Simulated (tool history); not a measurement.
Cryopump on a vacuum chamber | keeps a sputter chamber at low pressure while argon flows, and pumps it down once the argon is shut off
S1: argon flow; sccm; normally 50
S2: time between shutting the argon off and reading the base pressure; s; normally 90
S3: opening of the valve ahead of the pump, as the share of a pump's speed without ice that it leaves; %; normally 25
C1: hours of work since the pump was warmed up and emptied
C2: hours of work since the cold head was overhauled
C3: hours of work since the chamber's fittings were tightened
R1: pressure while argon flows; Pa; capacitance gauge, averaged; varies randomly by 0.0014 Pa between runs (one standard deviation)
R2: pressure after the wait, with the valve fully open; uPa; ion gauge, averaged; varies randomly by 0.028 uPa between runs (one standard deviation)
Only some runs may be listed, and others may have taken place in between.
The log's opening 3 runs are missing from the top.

| run | hour | S1 | S2 | S3 | C1 | C2 | C3 | R1 | R2 |
|---|---|---|---|---|---|---|---|---|---|
| 4 | 115.7 | 50 | 90 | 25 | 127 | 1773 | 571 | 0.3381 | 2.29 |
| 5 | 167.8 | 50 | 90 | 25 | 161 | 1806 | 604 | 0.3420 | 2.35 |
| 6 | 228.1 | 50 | 90 | 25 | 199 | 1845 | 643 | 0.3477 | 2.55 |
| 7 | 296.1 | 50 | 90 | 25 | 243 | 1889 | 686 | 0.3502 | 2.57 |
| 8 | 333.1 | 50 | 90 | 25 | 267 | 1912 | 710 | 0.3522 | 2.71 |
| 9 | 374.3 | 50 | 90 | 25 | 293 | 1939 | 737 | 0.3571 | 2.71 |
| 10 | 422.2 | 50 | 90 | 25 | 324 | 1970 | 767 | 0.3599 | 2.83 |
| 11 | 482.9 | 50 | 90 | 25 | 363 | 2008 | 806 | 0.3662 | 3.07 |
|  | 530.4 | pump warmed up, emptied and cooled again |
| 12 | 554.9 | 50 | 90 | 25 | 16 | 2051 | 849 | 0.3298 | 2.56 |
| 13 | 616.8 | 50 | 93 | 25 | 55 | 2091 | 889 | 0.3312 | 2.63 |
| 14 | 663.7 | 50 | 257 | 25 | 85 | 2121 | 919 | 0.3358 | 2.04 |
| 15 | 719.1 | 65 | 257 | 25 | 121 | 2157 | 954 | 0.4395 | 2.13 |
| 16 | 750.0 | 65 | 257 | 25 | 141 | 2176 | 974 | 0.4407 | 2.21 |
| 17 | 795.9 | 50 | 90 | 22 | 170 | 2206 | 1004 | 0.3861 | 2.93 |
| 18 | 844.8 | 29 | 37 | 25 | 202 | 2237 | 1035 | 0.2013 | 4.39 |
| 19 | 901.6 | 56 | 90 | 43 | 238 | 2274 | 1071 | 0.2386 | 3.13 |

What will run 20 give?
| 20 | 954.1 | 56 | 178 | 51 | 272 | 2307 | 1105 | ? | ? |

R1: 0.2087 Pa
R2: 2.90 uPa
Minus the tool's unlogged condition, the same run would have read R1 0.1794 Pa, R2 0.84 uPa.

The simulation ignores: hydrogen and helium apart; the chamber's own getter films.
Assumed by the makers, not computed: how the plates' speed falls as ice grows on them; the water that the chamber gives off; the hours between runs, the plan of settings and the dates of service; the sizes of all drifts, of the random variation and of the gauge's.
